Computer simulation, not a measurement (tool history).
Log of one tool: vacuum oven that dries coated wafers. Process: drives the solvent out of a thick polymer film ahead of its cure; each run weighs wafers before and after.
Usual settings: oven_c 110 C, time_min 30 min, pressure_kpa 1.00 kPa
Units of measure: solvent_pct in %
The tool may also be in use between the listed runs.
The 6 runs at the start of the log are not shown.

run,day,oven_c,time_min,pressure_kpa,solvent_pct
7,13.600,103,30,1.00,2.63
8,16.496,110,27,1.00,1.91
9,18.888,125,30,1.00,0.65
10,20.354,125,30,1.00,0.71
11,22.062,125,30,1.00,0.61
# day 25.367: vacuum gauge cleaned of residue and calibrated
12,25.367,110,30,1.00,1.33
13,27.825,110,30,1.00,1.39
14,30.321,110,30,1.00,1.42
15,31.900,110,30,1.00,1.41
16,34.208,115,37,1.40,1.06
17,36.546,122,41,1.00,0.61
18,38.888,122,33,1.00,0.58
19,40.925,101,30,0.61,2.43
20,43.992,110,20,3.09,3.84
21,46.283,110,30,0.78,1.39
22,47.833,110,27,1.63,2.16
23,51.017,110,27,1.63,2.17
24,52.638,117,44,0.84,0.53
25,55.096,102,30,1.00,2.70
26,58.333,113,32,1.20,1.31
27,59.942,98,28,0.51,3.27
28,62.183,98,28,0.51,3.38
29,65.288,99,34,1.53,3.28
30,68.179,105,51,3.71,3.45

Consider 3 possible next runs. They are alternatives, not a sequence: every one starts from the tool as it was left by run 30. What does each give?
# day 70.450: oven's thermocouples calibrated
A,71.558,110,26,3.28,?
# day 70.450: oven's thermocouples calibrated
B,71.558,106,29,2.39,?
# day 70.450: oven's thermocouples calibrated
C,71.558,110,30,2.41,?

run,solvent_pct
A,3.01
B,2.99
C,2.35
Had the tool no hidden state, the same runs would have come out as:
run,solvent_pct
A,2.87
B,2.82
C,2.21
